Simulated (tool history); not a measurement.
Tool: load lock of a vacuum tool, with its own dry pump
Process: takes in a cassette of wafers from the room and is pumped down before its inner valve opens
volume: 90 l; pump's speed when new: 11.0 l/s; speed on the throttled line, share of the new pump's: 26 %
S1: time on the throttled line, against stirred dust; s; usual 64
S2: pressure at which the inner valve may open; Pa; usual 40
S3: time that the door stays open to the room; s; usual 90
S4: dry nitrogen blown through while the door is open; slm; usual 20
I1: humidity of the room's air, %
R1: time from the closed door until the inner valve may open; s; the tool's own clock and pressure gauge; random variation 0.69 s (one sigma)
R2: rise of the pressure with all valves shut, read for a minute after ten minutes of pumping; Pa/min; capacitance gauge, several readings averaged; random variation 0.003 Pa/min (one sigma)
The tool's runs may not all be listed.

run    hour   S1  S2   S3  S4    I1     R1     R2
  1       0   64  40   90  20    46  117.3  0.191
  2     264   64  40   90  20  46.9  117.1  0.197
  3   565.2  100  40   90  20  43.9  143.6  0.209
  4   750.7  100  40   90  20  43.5  144.8  0.208
  5   980.4   57  40   90  20  45.3  113.9  0.209
  6  1315.7   57  40   90  20  47.7  114.1  0.221
  7  1488.2  103  40   90  20    42  146.5  0.233
  8  1662.9  103  40   90  20  46.6  146.6  0.237
  9  1925.1  103  40   90  20  45.6  147.8  0.236
 10  2148.4  103  40  167  20  46.7  147.1  0.252
 11  2411.1  103  40  167  20  48.2  148.4  0.249
 12  2763.7   64  40   90  20  45.2  121.7   0.26
 13  3014.2   64  40   90  20  44.3  121.1  0.268
 14  3309.6   64  36   90  20  47.1  124.2  0.279
 15  3509.1   95  56   90  20  41.8    140  0.276

The next listed run, before its measurement:
 16  3753.3  95  56  190  20  43.5   ?   ?

Run 16 gave R1 142.1 s, R2 0.286 Pa/min.
Without the tool's hidden state the same run would have given R1 133.5 s, R2 0.018 Pa/min.

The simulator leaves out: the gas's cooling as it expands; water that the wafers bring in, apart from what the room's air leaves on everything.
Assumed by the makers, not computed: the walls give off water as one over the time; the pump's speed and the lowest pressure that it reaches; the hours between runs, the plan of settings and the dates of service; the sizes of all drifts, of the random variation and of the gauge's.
